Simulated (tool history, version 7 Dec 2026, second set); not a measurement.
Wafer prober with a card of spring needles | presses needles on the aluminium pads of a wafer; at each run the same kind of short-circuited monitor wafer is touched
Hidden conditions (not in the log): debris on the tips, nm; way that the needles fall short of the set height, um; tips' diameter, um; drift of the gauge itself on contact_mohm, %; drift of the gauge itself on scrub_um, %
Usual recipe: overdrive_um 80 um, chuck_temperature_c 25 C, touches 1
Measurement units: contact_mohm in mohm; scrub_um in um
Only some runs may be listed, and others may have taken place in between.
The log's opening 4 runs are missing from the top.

run	hour	overdrive_um	chuck_temperature_c	touches	touches since the tips were cleaned	cleanings since the card got new needles	touches since the first contact's height was set	contact_mohm	scrub_um
# hour 33.5: tips cleaned on abrasive film
5	40.6	78	25	1	1677	23	168825	301	16.34
6	48.2	80	25	1	3455	23	170603	312	16.76
# hour 60.8: tips cleaned on abrasive film
7	62.2	80	25	1	344	24	173891	283	16.76
8	70.8	80	52	1	2351	24	175898	309	16.76
# hour 87.2: tips cleaned on abrasive film
9	87.2	80	52	1	0	25	179737	287	16.76
# hour 97.1: height of the first contact set anew
10	100.6	68	52	1	3085	25	842	327	14.44
11	109.0	68	44	1	5048	25	2805	336	14.45
# hour 115.0: tips cleaned on abrasive film
12	120.3	68	98	1	1256	26	5449	327	14.41
13	137.9	80	25	1	5398	26	9591	317	16.96
# hour 142.2: tips cleaned on abrasive film
14	148.9	80	25	1	1565	27	12136	301	16.97
15	164.1	80	25	1	5149	27	15720	318	16.96
# hour 169.1: tips cleaned on abrasive film
16	176.5	80	25	1	1733	28	18599	305	16.95
17	189.6	80	30	1	4827	28	21693	314	16.96
# hour 196.2: tips cleaned on abrasive film
18	203.0	80	46	1	1593	29	24807	309	16.94
19	218.2	79	98	3	5177	29	28391	313	16.72
# hour 223.4: tips cleaned on abrasive film
20	233.3	79	98	3	2338	30	31915	303	16.71
# hour 250.0: tips cleaned on abrasive film
21	250.5	80	60	2	110	31	35924	286	16.92

Run 22 comes next. What will it give?
22	267.5	80	100	2	4112	31	39926	?	?

contact_mohm: 314 mohm
scrub_um: 16.89 um
Minus the tool's unlogged condition, the same run would have read contact_mohm 292 mohm, scrub_um 16.95 um.
